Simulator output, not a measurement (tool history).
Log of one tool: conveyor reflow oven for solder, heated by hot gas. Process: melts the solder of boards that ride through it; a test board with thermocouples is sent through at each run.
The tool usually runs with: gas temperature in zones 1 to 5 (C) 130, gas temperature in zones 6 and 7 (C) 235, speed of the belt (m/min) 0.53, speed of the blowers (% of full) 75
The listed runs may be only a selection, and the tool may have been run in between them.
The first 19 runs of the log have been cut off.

run,hour,gas temperature in zones 1 to 5 (C),gas temperature in zones 6 and 7 (C),speed of the belt (m/min),speed of the blowers (% of full),highest temperature of the board (C),time above the solder's melting point (s)
20,211.6,133,235,0.53,77,214,46.7
# hour 221.8: flux residue cleaned out of gas plates and filters, once more
21,228.8,118,237,0.628,82,210.7,32.3
22,238,130,231,0.479,82,217.1,54.7
23,248.4,130,235,0.53,54,210.2,41.6
24,263.6,130,235,0.53,54,209.3,41.8
25,277.2,130,235,0.53,54,210.1,41.5
26,285.7,130,235,0.53,54,210.4,42.1
27,293.3,130,235,0.53,70,214.3,46.2
28,309.1,130,231,0.582,68,206,35.1
29,320.7,130,231,0.582,68,206.5,35.5

Run 30 has not been measured yet. What should we expect?
30,329.1,133,235,0.582,74,?,?

Run 30 gave highest temperature of the board (C) 212.8, time above the solder's melting point (s) 40.8.
Take away the tool's hidden state, keep the run-to-run variation as it was, and the same run would have given highest temperature of the board (C) 213.2, time above the solder's melting point (s) 41.
